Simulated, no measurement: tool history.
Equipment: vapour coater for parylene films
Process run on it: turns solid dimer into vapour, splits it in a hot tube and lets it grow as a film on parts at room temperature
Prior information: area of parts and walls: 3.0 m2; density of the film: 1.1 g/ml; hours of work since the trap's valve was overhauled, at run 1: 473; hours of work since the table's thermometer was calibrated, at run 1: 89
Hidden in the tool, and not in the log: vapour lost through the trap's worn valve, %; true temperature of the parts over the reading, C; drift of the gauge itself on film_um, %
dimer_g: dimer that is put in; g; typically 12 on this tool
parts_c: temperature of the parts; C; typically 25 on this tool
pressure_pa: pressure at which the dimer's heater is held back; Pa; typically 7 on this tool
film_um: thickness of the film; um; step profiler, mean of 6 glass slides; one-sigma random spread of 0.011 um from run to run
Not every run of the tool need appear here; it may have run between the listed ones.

| run | hour | dimer_g | parts_c | pressure_pa | hours of work since the trap's valve was overhauled | hours of work since the table's thermometer was calibrated | film_um |
|---|---|---|---|---|---|---|---|
| 1 | 0 | 12 | 25 | 7 | 473 | 89 | 2.37 |
| 2 | 27.9 | 12 | 25 | 7 | 490 | 106 | 2.38 |
| 3 | 61 | 12 | 25 | 7 | 510 | 126 | 2.38 |
|  | 84.1 | trap's valve overhauled |
| 4 | 110 | 12 | 25 | 7 | 16 | 153 | 2.46 |
| 5 | 145.9 | 7 | 25 | 7 | 37 | 174 | 1.43 |
| 6 | 204.9 | 7 | 25 | 7 | 72 | 209 | 1.44 |
| 7 | 229.1 | 12 | 25 | 7 | 87 | 224 | 2.46 |
| 8 | 272.1 | 5 | 25 | 7 | 113 | 250 | 1.01 |
| 9 | 297.9 | 5 | 25 | 7 | 128 | 265 | 1.02 |
| 10 | 350.2 | 12 | 25 | 6.87 | 159 | 296 | 2.41 |
| 11 | 401.2 | 12 | 25 | 4.96 | 190 | 327 | 2.56 |
| 12 | 445.8 | 12 | 25 | 4.96 | 217 | 354 | 2.54 |
| 13 | 486.9 | 12 | 25 | 4.96 | 241 | 378 | 2.54 |
| 14 | 535.1 | 12 | 20 | 4.96 | 270 | 407 | 2.88 |
| 15 | 566 | 12 | 25 | 7 | 289 | 426 | 2.4 |
| 16 | 592.2 | 12 | 25 | 7 | 304 | 441 | 2.41 |
| 17 | 641.4 | 12 | 25 | 7 | 334 | 471 | 2.39 |
| 18 | 675.2 | 21 | 25 | 7 | 354 | 491 | 4.15 |
| 19 | 715.5 | 21 | 25 | 7 | 378 | 515 | 4.13 |
| 20 | 769 | 21 | 25 | 7 | 410 | 547 | 4.14 |
| 21 | 814.5 | 9 | 25 | 7 | 438 | 575 | 1.77 |
| 22 | 860.3 | 18 | 25 | 7 | 465 | 602 | 3.51 |
| 23 | 884.9 | 9 | 25 | 7 | 480 | 617 | 1.76 |
| 24 | 916 | 9 | 25 | 7 | 498 | 635 | 1.75 |
|  | 957.9 | trap's valve overhauled |
| 25 | 969 | 9 | 25 | 2.21 | 7 | 665 | 2.18 |
| 26 | 1002.8 | 12 | 23 | 4.68 | 27 | 685 | 2.74 |
| 27 | 1050.5 | 9 | 20 | 2.26 | 55 | 714 | 2.49 |
| 28 | 1094.9 | 15 | 23 | 2.29 | 82 | 740 | 3.83 |
| 29 | 1134 | 7 | 35 | 3.45 | 105 | 764 | 1.22 |
| 30 | 1193.3 | 7 | 17 | 11.06 | 141 | 799 | 1.6 |
| 31 | 1227.6 | 7 | 21 | 6.19 | 162 | 820 | 1.57 |
| 32 | 1269.1 | 10 | 30 | 7.93 | 186 | 845 | 1.7 |
|  | 1304.7 | table's thermometer calibrated |
| 33 | 1305.7 | 10 | 30 | 7.93 | 208 | 1 | 1.75 |
| 34 | 1365.4 | 10 | 30 | 7.93 | 244 | 36 | 1.73 |
| 35 | 1418.6 | 10 | 30 | 7.93 | 275 | 68 | 1.74 |
| 36 | 1474.2 | 10 | 30 | 7.93 | 309 | 101 | 1.73 |
| 37 | 1531.4 | 11 | 19 | 7.93 | 343 | 136 | 2.53 |
| 38 | 1579.8 | 15 | 23 | 9.81 | 372 | 165 | 2.98 |
| 39 | 1621.1 | 22 | 19 | 2.02 | 397 | 190 | 6.32 |
| 40 | 1668.8 | 9 | 28 | 2.36 | 425 | 218 | 1.95 |
| 41 | 1714.3 | 13 | 24 | 3.59 | 453 | 245 | 2.97 |
| 42 | 1760.6 | 13 | 24 | 3.59 | 480 | 273 | 2.94 |
| 43 | 1813.9 | 19 | 33 | 3.59 | 512 | 305 | 3.37 |
|  | 1832.8 | trap's valve overhauled |
| 44 | 1870.3 | 7 | 21 | 3.59 | 22 | 336 | 1.77 |
| 45 | 1896.2 | 7 | 21 | 3.59 | 38 | 352 | 1.77 |
| 46 | 1928.1 | 7 | 21 | 7.59 | 57 | 371 | 1.56 |

For each run, the measured value with the value that run would have given without the tool's hidden condition subtracted. The run-to-run variation is shared by both, the gauge scatter possibly not:
| run | film_um |
|---|---|
| 1 | -0.11 |
| 2 | -0.12 |
| 3 | -0.12 |
| 4 | -0.02 |
| 5 | -0.02 |
| 6 | -0.02 |
| 7 | -0.04 |
| 8 | -0.02 |
| 9 | -0.02 |
| 10 | -0.07 |
| 11 | -0.09 |
| 12 | -0.09 |
| 13 | -0.09 |
| 14 | -0.12 |
| 15 | -0.1 |
| 16 | -0.1 |
| 17 | -0.11 |
| 18 | -0.21 |
| 19 | -0.22 |
| 20 | -0.24 |
| 21 | -0.11 |
| 22 | -0.23 |
| 23 | -0.11 |
| 24 | -0.12 |
| 25 | -0.06 |
| 26 | -0.08 |
| 27 | -0.08 |
| 28 | -0.13 |
| 29 | -0.04 |
| 30 | -0.07 |
| 31 | -0.07 |
| 32 | -0.09 |
| 33 | -0.04 |
| 34 | -0.05 |
| 35 | -0.05 |
| 36 | -0.06 |
| 37 | -0.1 |
| 38 | -0.13 |
| 39 | -0.26 |
| 40 | -0.1 |
| 41 | -0.16 |
| 42 | -0.16 |
| 43 | -0.2 |
| 44 | -0.04 |
| 45 | -0.04 |
| 46 | -0.05 |
